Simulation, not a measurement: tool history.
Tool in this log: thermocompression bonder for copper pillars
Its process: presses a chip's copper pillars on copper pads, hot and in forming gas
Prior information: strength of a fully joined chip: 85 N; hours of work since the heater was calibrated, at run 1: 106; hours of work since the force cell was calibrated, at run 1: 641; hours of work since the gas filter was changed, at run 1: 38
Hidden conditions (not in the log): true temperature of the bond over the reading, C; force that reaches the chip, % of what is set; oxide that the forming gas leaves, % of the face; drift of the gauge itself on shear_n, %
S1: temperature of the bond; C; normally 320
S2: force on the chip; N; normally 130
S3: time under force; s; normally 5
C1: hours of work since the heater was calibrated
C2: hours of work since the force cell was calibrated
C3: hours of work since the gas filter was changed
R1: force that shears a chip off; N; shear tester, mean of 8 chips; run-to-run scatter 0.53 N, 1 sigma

{"run": 1, "hour": 0.0, "S1": 320, "S2": 130, "S3": 5, "C1": 106, "C2": 641, "C3": 38, "R1": 48}
{"run": 2, "hour": 3.8, "S1": 320, "S2": 130, "S3": 5, "C1": 108, "C2": 643, "C3": 40, "R1": 48.4}
{"run": 3, "hour": 10.8, "S1": 320, "S2": 130, "S3": 5, "C1": 112, "C2": 647, "C3": 45, "R1": 47.8}
{"run": 4, "hour": 17.2, "S1": 320, "S2": 130, "S3": 5, "C1": 116, "C2": 651, "C3": 48, "R1": 48.1}
{"run": 5, "hour": 24.7, "S1": 320, "S2": 130, "S3": 5, "C1": 120, "C2": 656, "C3": 53, "R1": 48}
{"run": 6, "hour": 33.7, "S1": 320, "S2": 130, "S3": 5, "C1": 126, "C2": 661, "C3": 58, "R1": 48}
{"run": 7, "hour": 38.3, "S1": 320, "S2": 130, "S3": 5, "C1": 128, "C2": 664, "C3": 61, "R1": 47.1}
{"run": 8, "hour": 42.4, "S1": 320, "S2": 130, "S3": 5, "C1": 131, "C2": 666, "C3": 64, "R1": 47.2}
{"run": 9, "hour": 49.9, "S1": 320, "S2": 130, "S3": 5, "C1": 135, "C2": 671, "C3": 68, "R1": 47.6}
{"run": 10, "hour": 54.8, "S1": 320, "S2": 130, "S3": 5, "C1": 138, "C2": 674, "C3": 71, "R1": 47.8}
{"run": 11, "hour": 58.5, "S1": 320, "S2": 130, "S3": 5, "C1": 141, "C2": 676, "C3": 73, "R1": 46.4}
{"run": 12, "hour": 67.6, "S1": 312, "S2": 130, "S3": 5, "C1": 146, "C2": 681, "C3": 79, "R1": 43.9}
{"run": 13, "hour": 72.6, "S1": 312, "S2": 130, "S3": 5, "C1": 149, "C2": 684, "C3": 82, "R1": 43.4}
{"run": 14, "hour": 81.7, "S1": 312, "S2": 130, "S3": 5, "C1": 154, "C2": 690, "C3": 87, "R1": 43.9}
{"run": 15, "hour": 86.2, "S1": 312, "S2": 130, "S3": 5, "C1": 157, "C2": 693, "C3": 90, "R1": 43.8}
{"run": 16, "hour": 93.9, "S1": 312, "S2": 98, "S3": 5, "C1": 162, "C2": 697, "C3": 94, "R1": 32.6}
{"hour": 96.4, "done": "heater calibrated with a thermocouple chip"}
{"run": 17, "hour": 101.8, "S1": 312, "S2": 98, "S3": 5, "C1": 3, "C2": 701, "C3": 98, "R1": 33.9}
{"run": 18, "hour": 110.8, "S1": 312, "S2": 98, "S3": 5, "C1": 9, "C2": 706, "C3": 103, "R1": 32.7}
{"run": 19, "hour": 118.2, "S1": 312, "S2": 98, "S3": 5, "C1": 13, "C2": 710, "C3": 108, "R1": 33}
{"run": 20, "hour": 125.2, "S1": 320, "S2": 130, "S3": 14, "C1": 17, "C2": 715, "C3": 112, "R1": 61.7}
{"run": 21, "hour": 132.3, "S1": 320, "S2": 111, "S3": 6, "C1": 22, "C2": 719, "C3": 116, "R1": 42.2}
{"run": 22, "hour": 137.4, "S1": 320, "S2": 130, "S3": 13, "C1": 25, "C2": 722, "C3": 119, "R1": 61.8}
{"run": 23, "hour": 143.1, "S1": 320, "S2": 130, "S3": 13, "C1": 28, "C2": 725, "C3": 123, "R1": 61.5}
{"hour": 152.6, "done": "heater calibrated with a thermocouple chip, once more"}
{"run": 24, "hour": 152.9, "S1": 300, "S2": 108, "S3": 3, "C1": 0, "C2": 730, "C3": 127, "R1": 26.3}
{"run": 25, "hour": 160.8, "S1": 316, "S2": 130, "S3": 5, "C1": 5, "C2": 735, "C3": 132, "R1": 45.6}
{"run": 26, "hour": 168.4, "S1": 332, "S2": 130, "S3": 6, "C1": 9, "C2": 739, "C3": 137, "R1": 53.8}
{"run": 27, "hour": 177.7, "S1": 332, "S2": 137, "S3": 8, "C1": 15, "C2": 745, "C3": 142, "R1": 60}
{"run": 28, "hour": 184.4, "S1": 310, "S2": 113, "S3": 4, "C1": 19, "C2": 749, "C3": 146, "R1": 34.9}
{"run": 29, "hour": 188.2, "S1": 348, "S2": 94, "S3": 4, "C1": 21, "C2": 751, "C3": 149, "R1": 41.1}
{"run": 30, "hour": 197.1, "S1": 333, "S2": 112, "S3": 4, "C1": 27, "C2": 757, "C3": 154, "R1": 43}
{"run": 31, "hour": 200.9, "S1": 320, "S2": 187, "S3": 5, "C1": 29, "C2": 759, "C3": 156, "R1": 60.4}
{"run": 32, "hour": 207.2, "S1": 341, "S2": 90, "S3": 15, "C1": 33, "C2": 763, "C3": 160, "R1": 55.7}
{"run": 33, "hour": 215.8, "S1": 316, "S2": 130, "S3": 5, "C1": 38, "C2": 768, "C3": 165, "R1": 44.8}
{"run": 34, "hour": 221.3, "S1": 320, "S2": 102, "S3": 4, "C1": 41, "C2": 771, "C3": 168, "R1": 34.4}
{"run": 35, "hour": 225.3, "S1": 320, "S2": 102, "S3": 4, "C1": 44, "C2": 773, "C3": 171, "R1": 33.8}
{"run": 36, "hour": 230.2, "S1": 320, "S2": 102, "S3": 14, "C1": 47, "C2": 776, "C3": 174, "R1": 52.4}
{"run": 37, "hour": 237.8, "S1": 345, "S2": 118, "S3": 5, "C1": 51, "C2": 781, "C3": 178, "R1": 50.9}
{"run": 38, "hour": 246.6, "S1": 347, "S2": 118, "S3": 5, "C1": 56, "C2": 786, "C3": 184, "R1": 52.2}
{"run": 39, "hour": 250.5, "S1": 320, "S2": 121, "S3": 5, "C1": 59, "C2": 789, "C3": 186, "R1": 43.4}
{"run": 40, "hour": 258.7, "S1": 332, "S2": 130, "S3": 5, "C1": 64, "C2": 794, "C3": 191, "R1": 50.7}

Each row is a separate what-if for the run after 40, all from the same tool condition, not one after another. Results?
{"run": "A", "hour": 263.6, "S1": 320, "S2": 98, "S3": 9, "C1": 67, "C2": 796, "C3": 194, "R1": "?"}
{"run": "B", "hour": 263.6, "S1": 317, "S2": 104, "S3": 5, "C1": 67, "C2": 796, "C3": 194, "R1": "?"}
{"run": "C", "hour": 263.6, "S1": 341, "S2": 130, "S3": 7, "C1": 67, "C2": 796, "C3": 194, "R1": "?"}

run=A R1=42.7
run=B R1=36.5
run=C R1=57.5
With the hidden condition removed and each run's random variation left untouched, the same runs would have given:
run=A R1=43.3
run=B R1=36.8
run=C R1=59.2
